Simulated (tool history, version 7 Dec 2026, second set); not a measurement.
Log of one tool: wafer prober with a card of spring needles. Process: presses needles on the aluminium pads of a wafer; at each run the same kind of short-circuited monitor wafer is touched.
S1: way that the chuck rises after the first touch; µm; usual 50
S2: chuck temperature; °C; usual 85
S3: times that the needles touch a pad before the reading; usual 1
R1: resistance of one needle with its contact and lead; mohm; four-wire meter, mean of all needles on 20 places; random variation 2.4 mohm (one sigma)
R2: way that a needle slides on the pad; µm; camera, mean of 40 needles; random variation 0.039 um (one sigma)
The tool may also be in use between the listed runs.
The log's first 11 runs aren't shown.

run,hour,S1,S2,S3,R1,R2
# hour 96.3: tips cleaned on abrasive film
12,99.8,50,85,3,275,13.82
# hour 108.3: tips cleaned on abrasive film
13,110.7,50,85,3,274,13.87
14,118.4,50,85,3,273,13.78
# hour 120.4: tips cleaned on abrasive film
15,130.8,50,85,1,270,13.73
# hour 132.6: tips cleaned on abrasive film
16,137.4,50,85,1,273,13.73
# hour 144.3: tips cleaned on abrasive film
17,144.3,50,85,1,276,13.78
# hour 156: tips cleaned on abrasive film
18,156.8,47,30,1,255,12.92
19,167.4,47,30,1,257,12.97
# hour 168.7: tips cleaned on abrasive film
20,173.1,39,68,2,266,10.75
# hour 181: tips cleaned on abrasive film
# hour 181.3: height of the first contact set anew
21,182.6,39,68,2,267,10.74
22,190.7,39,68,2,270,10.72
# hour 194: tips cleaned on abrasive film
23,199.7,43,85,1,277,11.86
# hour 206.5: tips cleaned on abrasive film
24,213,50,55,1,266,13.77
# hour 218.4: tips cleaned on abrasive film
25,218.7,57,41,2,256,15.73
26,229.6,37,34,2,261,10.25
# hour 230.9: tips cleaned on abrasive film
27,237.2,34,54,1,273,9.37
# hour 243.2: tips cleaned on abrasive film
28,247.4,34,54,1,270,9.43
29,254.1,34,34,3,264,9.36
# hour 254.9: tips cleaned on abrasive film
30,266.2,50,30,1,257,13.78
# hour 267: tips cleaned on abrasive film
31,276.9,45,30,3,260,12.42
# hour 279.1: tips cleaned on abrasive film
32,289.4,50,70,3,272,13.78
# hour 291.3: tips cleaned on abrasive film
33,295.2,50,70,3,267,13.75

Forecast each of these 4 alternatives for the next run:
# hour 301.2: height of the first contact set anew
A,301.2,50,97,1,?,?
# hour 301.2: height of the first contact set anew
B,301.2,59,70,3,?,?
# hour 301.2: height of the first contact set anew
C,301.2,43,70,2,?,?
# hour 301.2: height of the first contact set anew
D,301.2,50,72,1,?,?

run,R1,R2
A,274,13.83
B,266,16.24
C,272,11.85
D,265,13.78
Without the tool's hidden state the same runs would have given:
run,R1,R2
A,274,13.83
B,266,16.24
C,271,11.85
D,264,13.78

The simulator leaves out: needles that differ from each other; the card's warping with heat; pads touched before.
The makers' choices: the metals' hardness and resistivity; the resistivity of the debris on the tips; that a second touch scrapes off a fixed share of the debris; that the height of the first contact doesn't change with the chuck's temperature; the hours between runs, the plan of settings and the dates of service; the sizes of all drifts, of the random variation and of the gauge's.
